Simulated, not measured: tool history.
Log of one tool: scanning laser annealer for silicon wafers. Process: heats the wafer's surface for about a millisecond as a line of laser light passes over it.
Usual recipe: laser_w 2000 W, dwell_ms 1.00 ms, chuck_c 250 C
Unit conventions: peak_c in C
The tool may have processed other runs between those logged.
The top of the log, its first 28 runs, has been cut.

Run 29, day 39.638: usual settings but laser_w 1709 W. Result: peak_c 852 C.
Run 30, day 40.733: usual settings but laser_w 1709 W. Result: peak_c 851 C.
Run 31, day 42.167: usual settings but dwell_ms 1.04 ms, chuck_c 283 C. Result: peak_c 987 C.
Run 32, day 44.096: usual settings but dwell_ms 1.04 ms, chuck_c 283 C. Result: peak_c 987 C.
Run 33, day 45.975: usual settings but laser_w 2094 W, chuck_c 229 C. Result: peak_c 948 C.
Run 34, day 47.729: usual settings but laser_w 2094 W, chuck_c 229 C. Result: peak_c 949 C.
Run 35, day 48.688: usual settings but laser_w 2034 W, dwell_ms 1.17 ms, chuck_c 273 C. Result: peak_c 1022 C.
Run 36, day 50.017: usual settings but laser_w 2034 W, dwell_ms 1.22 ms, chuck_c 273 C. Result: peak_c 1033 C.
Run 37, day 51.500: usual settings but laser_w 2129 W, dwell_ms 0.72 ms. Result: peak_c 882 C.
Run 38, day 52.467: usual settings but laser_w 2030 W, dwell_ms 1.18 ms, chuck_c 224 C. Result: peak_c 968 C.
Run 39, day 53.946: usual settings but laser_w 2055 W, dwell_ms 0.90 ms, chuck_c 258 C. Result: peak_c 927 C.
Run 40, day 54.975: usual settings but laser_w 2055 W, dwell_ms 0.72 ms, chuck_c 234 C. Result: peak_c 840 C.

Predict each of these 3 candidate next runs independently; none follows another, all start after run 40:
Run A, day 56.429: usual settings but laser_w 2055 W, dwell_ms 0.78 ms, chuck_c 246 C. Result: peak_c ?.
Run B, day 56.429: usual settings but dwell_ms 0.91 ms, chuck_c 273 C. Result: peak_c ?.
Run C, day 56.429: usual settings but laser_w 1746 W, dwell_ms 0.85 ms, chuck_c 262 C. Result: peak_c ?.

run  peak_c
  A     873
  B     923
  C     819
Without the tool's unlogged condition, the same runs would have read:
run  peak_c
  A     912
  B     963
  C     854
